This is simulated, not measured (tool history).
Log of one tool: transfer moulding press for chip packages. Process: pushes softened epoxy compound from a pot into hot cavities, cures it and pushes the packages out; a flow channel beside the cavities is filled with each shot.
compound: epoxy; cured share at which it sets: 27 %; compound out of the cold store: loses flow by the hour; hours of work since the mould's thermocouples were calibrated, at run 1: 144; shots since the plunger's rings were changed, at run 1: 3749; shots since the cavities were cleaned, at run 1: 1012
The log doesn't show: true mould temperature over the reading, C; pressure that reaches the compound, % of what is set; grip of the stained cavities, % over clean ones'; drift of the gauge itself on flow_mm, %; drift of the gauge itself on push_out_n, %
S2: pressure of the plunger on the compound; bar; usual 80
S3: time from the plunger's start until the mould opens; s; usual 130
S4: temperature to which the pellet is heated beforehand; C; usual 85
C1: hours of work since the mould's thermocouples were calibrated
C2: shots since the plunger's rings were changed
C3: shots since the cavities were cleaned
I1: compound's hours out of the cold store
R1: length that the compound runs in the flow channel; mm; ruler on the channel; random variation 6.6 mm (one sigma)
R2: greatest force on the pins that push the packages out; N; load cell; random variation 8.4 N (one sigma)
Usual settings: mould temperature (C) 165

run 1 hour=0 | mould_temperature_(C)=165 S2=80 S3=130 S4=85 | C1=144 C2=3749 C3=1012 | I1=24.5 | R1=776 R2=583
run 2 hour=9 | mould_temperature_(C)=165 S2=80 S3=130 S4=85 | C1=149 C2=3816 C3=1079 | I1=15.4 | R1=811 R2=609
-- hour=11.4 cavities cleaned with cleaning compound and waxed
run 3 hour=20 | mould_temperature_(C)=165 S2=80 S3=130 S4=85 | C1=154 C2=3886 C3=63 | I1=18.4 | R1=797 R2=642
run 4 hour=26.7 | mould_temperature_(C)=165 S2=80 S3=130 S4=85 | C1=157 C2=3936 C3=113 | I1=38.7 | R1=708 R2=607
run 5 hour=30.7 | mould_temperature_(C)=165 S2=80 S3=130 S4=85 | C1=159 C2=3965 C3=142 | I1=14.5 | R1=816 R2=643
run 6 hour=36.6 | mould_temperature_(C)=165 S2=80 S3=130 S4=85 | C1=162 C2=4009 C3=186 | I1=39.2 | R1=694 R2=627
run 7 hour=45.7 | mould_temperature_(C)=165 S2=80 S3=130 S4=85 | C1=167 C2=4076 C3=253 | I1=42.3 | R1=693 R2=610
run 8 hour=51.5 | mould_temperature_(C)=165 S2=80 S3=130 S4=93 | C1=170 C2=4120 C3=297 | I1=9.4 | R1=850 R2=659
run 9 hour=58.6 | mould_temperature_(C)=165 S2=80 S3=130 S4=93 | C1=173 C2=4172 C3=349 | I1=20 | R1=784 R2=628
-- hour=66.4 cavities cleaned with cleaning compound and waxed, once more
run 10 hour=67.4 | mould_temperature_(C)=165 S2=80 S3=130 S4=93 | C1=177 C2=4226 C3=8 | I1=22.3 | R1=783 R2=375
run 11 hour=75.1 | mould_temperature_(C)=165 S2=80 S3=130 S4=93 | C1=181 C2=4283 C3=65 | I1=16.9 | R1=785 R2=389
run 12 hour=79.2 | mould_temperature_(C)=165 S2=64.3 S3=130 S4=93 | C1=183 C2=4313 C3=95 | I1=37.4 | R1=638 R2=395
run 13 hour=87.8 | mould_temperature_(C)=165 S2=68.6 S3=130 S4=85 | C1=187 C2=4377 C3=159 | I1=17.1 | R1=729 R2=425
run 14 hour=93.2 | mould_temperature_(C)=165 S2=80 S3=130 S4=85 | C1=190 C2=4417 C3=199 | I1=20.9 | R1=780 R2=439
run 15 hour=103.1 | mould_temperature_(C)=165 S2=80 S3=130 S4=85 | C1=195 C2=4490 C3=272 | I1=47.1 | R1=660 R2=442
run 16 hour=107.9 | mould_temperature_(C)=165 S2=80 S3=115 S4=87 | C1=197 C2=4525 C3=307 | I1=20 | R1=790 R2=548
run 17 hour=116.3 | mould_temperature_(C)=167 S2=60.3 S3=134 S4=85 | C1=202 C2=4587 C3=369 | I1=15.8 | R1=691 R2=459
run 18 hour=125.9 | mould_temperature_(C)=169 S2=80 S3=130 S4=94 | C1=206 C2=4658 C3=440 | I1=31.4 | R1=710 R2=491
run 19 hour=133.5 | mould_temperature_(C)=171 S2=86.4 S3=130 S4=80 | C1=210 C2=4715 C3=497 | I1=21.1 | R1=777 R2=486
run 20 hour=139.5 | mould_temperature_(C)=171 S2=86.4 S3=146 S4=90 | C1=213 C2=4759 C3=541 | I1=44.7 | R1=669 R2=498
run 21 hour=148.4 | mould_temperature_(C)=163 S2=80 S3=130 S4=85 | C1=218 C2=4825 C3=607 | I1=45 | R1=669 R2=531
run 22 hour=156.9 | mould_temperature_(C)=163 S2=85 S3=130 S4=93 | C1=222 C2=4887 C3=669 | I1=44 | R1=696 R2=563
run 23 hour=165.6 | mould_temperature_(C)=165 S2=65.6 S3=130 S4=85 | C1=227 C2=4952 C3=734 | I1=42.4 | R1=614 R2=536
run 24 hour=172.8 | mould_temperature_(C)=165 S2=65.6 S3=130 S4=85 | C1=230 C2=5005 C3=787 | I1=41.4 | R1=620 R2=547
run 25 hour=181.3 | mould_temperature_(C)=168 S2=69.6 S3=136 S4=77 | C1=234 C2=5068 C3=850 | I1=9.2 | R1=760 R2=530
run 26 hour=191.1 | mould_temperature_(C)=168 S2=69.6 S3=136 S4=77 | C1=239 C2=5141 C3=923 | I1=10 | R1=749 R2=535
run 27 hour=199.2 | mould_temperature_(C)=168 S2=69.6 S3=118 S4=95 | C1=244 C2=5201 C3=983 | I1=37.3 | R1=637 R2=583
run 28 hour=207.8 | mould_temperature_(C)=165 S2=81.3 S3=130 S4=92 | C1=248 C2=5264 C3=1046 | I1=31.8 | R1=719 R2=587
-- hour=214.4 cavities cleaned with cleaning compound and waxed
run 29 hour=219.1 | mould_temperature_(C)=165 S2=67.5 S3=142 S4=92 | C1=253 C2=5337 C3=35 | I1=31.3 | R1=662 R2=373

Hidden state or all else? Some run-to-run changes of R1, split into what the settings, what came in and random variation would give without the hidden state, and what is left for the hidden state (with any gauge scatter that isn't in both results):
Run 7 -> 8: S4 85 -> 93. R1 +157 mm: hidden state -11, all else +168.
Run 11 -> 12: S2 80 -> 64.3. R1 -147 mm: hidden state +11, all else -158.
Run 24 -> 25: mould temperature (C) 165 -> 168, S2 65.6 -> 69.6, S3 130 -> 136, S4 85 -> 77. R1 +140 mm: hidden state -12, all else +152.

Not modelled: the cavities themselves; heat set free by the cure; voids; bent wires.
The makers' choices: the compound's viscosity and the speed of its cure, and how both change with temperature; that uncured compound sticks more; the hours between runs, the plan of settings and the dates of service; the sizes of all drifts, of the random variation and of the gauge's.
